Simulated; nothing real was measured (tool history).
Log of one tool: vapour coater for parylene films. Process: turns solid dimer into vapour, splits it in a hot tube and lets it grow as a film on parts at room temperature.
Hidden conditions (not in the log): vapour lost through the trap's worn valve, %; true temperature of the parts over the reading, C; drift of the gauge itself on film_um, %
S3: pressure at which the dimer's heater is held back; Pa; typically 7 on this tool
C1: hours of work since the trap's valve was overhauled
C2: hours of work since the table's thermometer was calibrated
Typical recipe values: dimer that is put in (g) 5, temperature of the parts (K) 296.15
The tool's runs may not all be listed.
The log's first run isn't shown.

-- hour=39.2 trap's valve overhauled
run 2 hour=56.0 | dimer_that_is_put_in_(g)=5 temperature_of_the_parts_(K)=296.15 S3=7 | C1=15 C2=752 | thickness_of_the_film_(µm)=3.70
run 3 hour=112.2 | dimer_that_is_put_in_(g)=5 temperature_of_the_parts_(K)=296.15 S3=7 | C1=64 C2=801 | thickness_of_the_film_(µm)=3.71
run 4 hour=147.1 | dimer_that_is_put_in_(g)=5 temperature_of_the_parts_(K)=296.15 S3=7 | C1=94 C2=831 | thickness_of_the_film_(µm)=3.65
run 5 hour=188.6 | dimer_that_is_put_in_(g)=5 temperature_of_the_parts_(K)=296.15 S3=7 | C1=130 C2=868 | thickness_of_the_film_(µm)=3.62
run 6 hour=258.6 | dimer_that_is_put_in_(g)=5 temperature_of_the_parts_(K)=296.15 S3=7 | C1=191 C2=929 | thickness_of_the_film_(µm)=3.58
run 7 hour=296.3 | dimer_that_is_put_in_(g)=4 temperature_of_the_parts_(K)=296.15 S3=7 | C1=224 C2=961 | thickness_of_the_film_(µm)=2.86
run 8 hour=328.4 | dimer_that_is_put_in_(g)=4 temperature_of_the_parts_(K)=296.15 S3=7 | C1=252 C2=989 | thickness_of_the_film_(µm)=2.83
run 9 hour=364.3 | dimer_that_is_put_in_(g)=5 temperature_of_the_parts_(K)=296.15 S3=7 | C1=283 C2=1021 | thickness_of_the_film_(µm)=3.56
run 10 hour=404.2 | dimer_that_is_put_in_(g)=5 temperature_of_the_parts_(K)=296.15 S3=7 | C1=318 C2=1055 | thickness_of_the_film_(µm)=3.51
-- hour=442.8 trap's valve overhauled
run 11 hour=476.0 | dimer_that_is_put_in_(g)=5 temperature_of_the_parts_(K)=296.15 S3=7 | C1=29 C2=1115 | thickness_of_the_film_(µm)=3.68
run 12 hour=516.9 | dimer_that_is_put_in_(g)=5 temperature_of_the_parts_(K)=296.15 S3=7 | C1=65 C2=1150 | thickness_of_the_film_(µm)=3.72
run 13 hour=580.1 | dimer_that_is_put_in_(g)=5 temperature_of_the_parts_(K)=296.15 S3=7 | C1=120 C2=1205 | thickness_of_the_film_(µm)=3.69
run 14 hour=615.4 | dimer_that_is_put_in_(g)=5 temperature_of_the_parts_(K)=304.15 S3=7 | C1=150 C2=1236 | thickness_of_the_film_(µm)=2.47
run 15 hour=681.4 | dimer_that_is_put_in_(g)=5 temperature_of_the_parts_(K)=304.15 S3=7 | C1=208 C2=1294 | thickness_of_the_film_(µm)=2.46
run 16 hour=747.8 | dimer_that_is_put_in_(g)=5 temperature_of_the_parts_(K)=304.15 S3=7 | C1=266 C2=1351 | thickness_of_the_film_(µm)=2.46
run 17 hour=786.6 | dimer_that_is_put_in_(g)=5 temperature_of_the_parts_(K)=304.15 S3=7 | C1=300 C2=1385 | thickness_of_the_film_(µm)=2.45

What will run 18 give?
-- hour=842.0 trap's valve overhauled
run 18 hour=856.4 | dimer_that_is_put_in_(g)=5 temperature_of_the_parts_(K)=291.15 S3=7 | C1=13 C2=1443 | thickness_of_the_film_(µm)=?

Logged for run 18: thickness of the film (µm) 4.75.
The same run, on a tool lacking any hidden state, would have yielded thickness of the film (µm) 4.66.

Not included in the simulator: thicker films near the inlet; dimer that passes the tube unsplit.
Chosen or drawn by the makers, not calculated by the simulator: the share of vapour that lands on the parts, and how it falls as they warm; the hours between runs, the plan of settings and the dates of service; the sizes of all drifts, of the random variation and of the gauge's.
